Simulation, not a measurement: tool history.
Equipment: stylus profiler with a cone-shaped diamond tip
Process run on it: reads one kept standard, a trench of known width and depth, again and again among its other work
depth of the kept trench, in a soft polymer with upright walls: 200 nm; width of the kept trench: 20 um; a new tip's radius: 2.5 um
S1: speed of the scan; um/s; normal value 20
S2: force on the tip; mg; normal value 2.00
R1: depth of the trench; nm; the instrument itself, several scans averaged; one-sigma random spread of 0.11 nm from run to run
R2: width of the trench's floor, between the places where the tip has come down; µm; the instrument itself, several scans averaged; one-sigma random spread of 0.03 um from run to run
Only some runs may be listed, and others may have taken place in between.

{"run": 1, "day": 0.0, "S1": 20, "S2": 2.0, "R1": 203.1, "R2": 17.65}
{"run": 2, "day": 1.029, "S1": 20, "S2": 2.0, "R1": 203.22, "R2": 17.68}
{"run": 3, "day": 2.5, "S1": 20, "S2": 2.0, "R1": 203.18, "R2": 17.63}
{"run": 4, "day": 3.762, "S1": 20, "S2": 4.51, "R1": 205.12, "R2": 17.66}
{"run": 5, "day": 5.554, "S1": 20, "S2": 4.51, "R1": 204.96, "R2": 17.63}
{"run": 6, "day": 7.192, "S1": 20, "S2": 4.51, "R1": 205.08, "R2": 17.7}
{"run": 7, "day": 8.767, "S1": 20, "S2": 4.51, "R1": 205.06, "R2": 17.69}
{"run": 8, "day": 10.0, "S1": 20, "S2": 4.51, "R1": 205.07, "R2": 17.68}
{"run": 9, "day": 11.508, "S1": 20, "S2": 1.07, "R1": 202.35, "R2": 17.59}
{"run": 10, "day": 13.225, "S1": 20, "S2": 1.07, "R1": 202.67, "R2": 17.58}
{"run": 11, "day": 14.258, "S1": 20, "S2": 1.07, "R1": 202.42, "R2": 17.52}
{"run": 12, "day": 16.017, "S1": 16, "S2": 2.0, "R1": 203.54, "R2": 17.7}
{"run": 13, "day": 17.238, "S1": 16, "S2": 2.0, "R1": 203.35, "R2": 17.64}
{"run": 14, "day": 18.892, "S1": 16, "S2": 2.0, "R1": 203.59, "R2": 17.58}
{"run": 15, "day": 19.808, "S1": 20, "S2": 2.0, "R1": 203.36, "R2": 17.65}
{"run": 16, "day": 21.142, "S1": 12, "S2": 2.0, "R1": 203.53, "R2": 17.6}
{"run": 17, "day": 22.588, "S1": 12, "S2": 2.0, "R1": 203.63, "R2": 17.6}
{"run": 18, "day": 23.875, "S1": 20, "S2": 5.88, "R1": 205.83, "R2": 17.63}
{"run": 19, "day": 25.033, "S1": 20, "S2": 1.35, "R1": 203.04, "R2": 17.45}
{"run": 20, "day": 26.162, "S1": 20, "S2": 1.35, "R1": 202.88, "R2": 17.49}
{"run": 21, "day": 27.892, "S1": 20, "S2": 1.35, "R1": 203.08, "R2": 17.49}
{"run": 22, "day": 28.921, "S1": 20, "S2": 4.27, "R1": 205.26, "R2": 17.64}
{"day": 29.021, "done": "height scale calibrated on a step standard"}
{"run": 23, "day": 29.983, "S1": 20, "S2": 4.27, "R1": 205.94, "R2": 17.55}
{"run": 24, "day": 31.275, "S1": 30, "S2": 0.71, "R1": 203.03, "R2": 17.3}
{"run": 25, "day": 33.054, "S1": 16, "S2": 2.7, "R1": 204.75, "R2": 17.6}
{"run": 26, "day": 34.25, "S1": 62, "S2": 1.02, "R1": 203.26, "R2": 17.02}
{"day": 35.396, "done": "height scale calibrated on a step standard, once more"}
{"run": 27, "day": 35.396, "S1": 23, "S2": 2.52, "R1": 202.9, "R2": 17.48}
{"run": 28, "day": 37.179, "S1": 23, "S2": 2.52, "R1": 202.91, "R2": 17.47}
{"run": 29, "day": 38.967, "S1": 23, "S2": 2.52, "R1": 202.65, "R2": 17.46}
{"run": 30, "day": 39.908, "S1": 7, "S2": 2.0, "R1": 202.39, "R2": 17.57}
{"run": 31, "day": 41.479, "S1": 14, "S2": 3.07, "R1": 203.38, "R2": 17.53}
{"run": 32, "day": 42.467, "S1": 14, "S2": 3.07, "R1": 203.28, "R2": 17.53}
{"run": 33, "day": 43.608, "S1": 32, "S2": 2.39, "R1": 203.0, "R2": 17.42}
{"run": 34, "day": 44.421, "S1": 32, "S2": 2.39, "R1": 202.89, "R2": 17.45}
{"run": 35, "day": 45.55, "S1": 12, "S2": 2.64, "R1": 202.93, "R2": 17.56}
{"run": 36, "day": 46.854, "S1": 12, "S2": 2.64, "R1": 203.07, "R2": 17.49}
{"run": 37, "day": 48.479, "S1": 30, "S2": 2.41, "R1": 202.67, "R2": 17.4}
{"run": 38, "day": 49.646, "S1": 30, "S2": 2.41, "R1": 202.95, "R2": 17.38}
{"run": 39, "day": 50.446, "S1": 52, "S2": 3.34, "R1": 203.54, "R2": 17.35}
{"run": 40, "day": 51.429, "S1": 52, "S2": 3.34, "R1": 203.49, "R2": 17.25}

How would selected steps in R1 from run to run divide? Give the signed amount a tool lacking its hidden state would still show from settings, what came in and random variation, and the signed amount left for the hidden state, including any gauge scatter that is not in both of the compared results.
The tool's hidden condition here consists of: radius of the tip, um; height scale over the true one, %; drift of the gauge itself on depth_nm, %; drift of the gauge itself on floor_um, %.
Run 3 -> 4: S2 2.00 -> 4.51. R1 +1.94 nm: hidden state +0.03, all else +1.91.
Run 8 -> 9: S2 4.51 -> 1.07. R1 -2.72 nm: hidden state +0.01, all else -2.73.
Run 18 -> 19: S2 5.88 -> 1.35. R1 -2.79 nm: hidden state +0.00, all else -2.79.
Run 22 -> 23: height scale calibrated on a step standard. R1 +0.68 nm: hidden state +0.68, all else +0.00.
Run 23 -> 24: S1 20 -> 30, S2 4.27 -> 0.71. R1 -2.91 nm: hidden state -0.01, all else -2.90.
Run 26 -> 27: S1 62 -> 23, S2 1.02 -> 2.52, height scale calibrated on a step standard, once more. R1 -0.36 nm: hidden state -1.95, all else +1.59.
